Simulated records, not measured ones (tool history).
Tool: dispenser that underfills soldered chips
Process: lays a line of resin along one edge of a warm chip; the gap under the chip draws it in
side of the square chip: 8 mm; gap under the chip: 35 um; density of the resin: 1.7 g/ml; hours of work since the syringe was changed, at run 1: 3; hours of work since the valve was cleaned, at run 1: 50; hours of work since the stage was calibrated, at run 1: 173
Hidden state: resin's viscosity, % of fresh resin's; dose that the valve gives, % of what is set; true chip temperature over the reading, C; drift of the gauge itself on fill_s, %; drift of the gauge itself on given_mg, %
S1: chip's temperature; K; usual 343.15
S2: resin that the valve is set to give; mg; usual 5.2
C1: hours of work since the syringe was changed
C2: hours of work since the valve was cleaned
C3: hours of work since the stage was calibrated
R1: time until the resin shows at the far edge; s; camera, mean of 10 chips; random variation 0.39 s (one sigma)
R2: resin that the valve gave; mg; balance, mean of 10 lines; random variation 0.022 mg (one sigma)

run	day	S1	S2	C1	C2	C3	R1	R2
1	0	343.15	5.2	3	50	173	26.5	5.04
2	0.162	343.15	5.2	6	53	176	30	5.03
# day 0.238: new syringe of resin
# day 0.304: dispensing valve cleaned and set on the balance
3	0.479	343.15	4.48	4	3	181	28	4.51
# day 0.671: new syringe of resin
4	0.738	343.15	4.48	1	8	185	25.7	4.51
5	0.946	343.15	5.2	5	12	189	28.3	5.15
# day 1.054: new syringe of resin
6	1.262	343.15	5.2	4	18	195	26.7	5.15
# day 1.446: new syringe of resin
7	1.533	343.15	5.2	2	23	200	24.6	5.11
8	1.688	343.15	5.2	5	26	203	27.5	5.09
# day 1.833: new syringe of resin
9	1.938	343.15	5.2	2	30	208	24.9	5.12
10	2.096	343.15	5.2	5	33	211	27.6	5.11
# day 2.238: new syringe of resin
11	2.321	343.15	5.2	2	37	215	24.7	5.1
# day 2.625: new syringe of resin
12	2.642	343.15	5.2	0	43	220	23.1	5.07
13	2.796	353.15	5.2	3	46	223	15.5	5.04
# day 3.021: new syringe of resin
14	3.042	353.15	5.2	0	50	228	14	5.05
15	3.196	343.15	5.98	3	53	231	24.8	5.79
# day 3.312: dispensing valve cleaned and set on the balance
# day 3.454: new syringe of resin
16	3.529	343.15	5.98	1	4	236	24	5.97
17	3.8	343.15	5.98	7	9	241	28.5	5.93
# day 3.854: new syringe of resin
18	4.021	336.15	4.79	3	13	245	38.3	4.74
# day 4.242: new syringe of resin
19	4.312	336.15	4.79	1	18	250	35.9	4.7
# day 4.621: new syringe of resin
20	4.621	336.15	5.2	0	24	256	32.7	5.09
21	4.904	336.15	5.2	5	29	261	40.1	5.09
# day 5.012: new syringe of resin
22	5.15	330.15	5.06	3	34	266	53.1	4.96
# day 5.404: new syringe of resin
23	5.404	356.15	5.19	0	38	270	11.9	5.09
24	5.567	334.15	6.31	3	41	273	40.6	6.07
25	5.762	340.15	6.36	7	45	277	32.5	6.15
# day 5.792: new syringe of resin
26	6.058	350.15	5.79	5	50	282	17.9	5.58
# day 6.179: new syringe of resin
27	6.233	350.15	5.79	1	54	286	15.5	5.6
# day 6.325: dispensing valve cleaned and set on the balance
28	6.475	334.15	6.43	5	3	289	42.6	6.36
# day 6.608: new syringe of resin
29	6.75	334.15	6.43	3	8	294	39.1	6.41
# day 6.988: new syringe of resin
30	7.067	355.15	5.83	1	14	300	12.3	5.79
31	7.296	355.15	5.83	6	18	304	14.9	5.79
# day 7.367: new syringe of resin
32	7.446	328.15	5.43	2	21	307	53.3	5.32
33	7.65	345.15	4.65	5	24	311	25.2	4.58
# day 7.758: new syringe of resin
34	7.817	345.15	4.65	1	27	314	22.2	4.57

3 ways to go on from here, each from the tool as it stands after run 34. What would each give?
A	8.054	330.15	4.57	6	32	318	?	?
B	8.054	343.15	4.4	6	32	318	?	?
C	8.054	331.15	6.64	6	32	318	?	?

run	R1	R2
A	60.4	4.47
B	29.3	4.3
C	52.5	6.49
Without the tool's hidden state the same runs would have given:
run	R1	R2
A	54.9	4.56
B	26.2	4.38
C	48	6.62
